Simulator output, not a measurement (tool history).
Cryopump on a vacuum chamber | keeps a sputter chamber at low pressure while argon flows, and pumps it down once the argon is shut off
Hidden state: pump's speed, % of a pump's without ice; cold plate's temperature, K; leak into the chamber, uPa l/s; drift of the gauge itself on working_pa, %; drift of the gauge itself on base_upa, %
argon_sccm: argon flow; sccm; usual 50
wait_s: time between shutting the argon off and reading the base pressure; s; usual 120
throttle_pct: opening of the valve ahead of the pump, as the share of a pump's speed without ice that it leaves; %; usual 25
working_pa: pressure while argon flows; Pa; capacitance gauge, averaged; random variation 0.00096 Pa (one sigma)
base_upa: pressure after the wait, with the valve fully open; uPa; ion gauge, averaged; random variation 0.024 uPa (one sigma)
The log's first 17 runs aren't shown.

run   hour  argon_sccm  wait_s  throttle_pct  hours of work since the pump was warmed up and emptied  hours of work since the cold head was overhauled  hours of work since the chamber's fittings were tightened  working_pa  base_upa
 18  376.9          66     240            28                                                     562                                               562                                                       1747      0.2636      1.31
 19  402.3          43     109            25                                                     573                                               573                                                       1758      0.1916      1.69
 20  414.7          20     120            25                                                     578                                               578                                                       1763      0.0898      1.67
 21  432.1          20     120            25                                                     586                                               586                                                       1771      0.0886      1.69
 22  444.7          28     120            43                                                     591                                               591                                                       1776      0.0766      1.68
 23  470.7          44      22            28                                                     602                                               602                                                       1787      0.1777      4.84
 24  495.8          44      23            35                                                     613                                               613                                                       1798      0.1449      4.83
 25  521.7          51      23            54                                                     624                                               624                                                       1810      0.1156      4.86
 26  547.1          49      20            27                                                     635                                               635                                                       1821      0.2053      5.29
 27  569.8          58     103            32                                                     645                                               645                                                       1830      0.2092      1.88
 28  596.1          58     103            32                                                     656                                               656                                                       1842      0.2075      1.81
 29  621.9          46     103            32                                                     668                                               668                                                       1853      0.1666      1.82
 30    635          41     196            15                                                     673                                               673                                                       1859      0.2969      1.53
 31  650.5          53     120            25                                                     680                                               680                                                       1865      0.2386      1.74
 32  665.3          53     120            25                                                     686                                               686                                                       1872      0.2385      1.73
 33  689.3          28      31            19                                                     697                                               697                                                       1882      0.1639      3.82
 34  713.6          33     216            25                                                     707                                               707                                                       1893      0.1491      1.52

Forecast each of these 4 alternatives for the next run:
  A  740.5          50      35            25                                                     719                                               719                                                       1904           ?         ?
  B  740.5          85      55            40                                                     719                                               719                                                       1904           ?         ?
  C  740.5          77      72            50                                                     719                                               719                                                       1904           ?         ?
  D  740.5          50     120            32                                                     719                                               719                                                       1904           ?         ?

run  working_pa  base_upa
  A      0.2274      3.61
  B      0.2567      2.72
  C      0.1928      2.22
  D       0.182      1.75
Without the tool's hidden state the same runs would have given:
run  working_pa  base_upa
  A       0.205      2.71
  B      0.2183      1.82
  C      0.1582      1.35
  D      0.1595      0.89
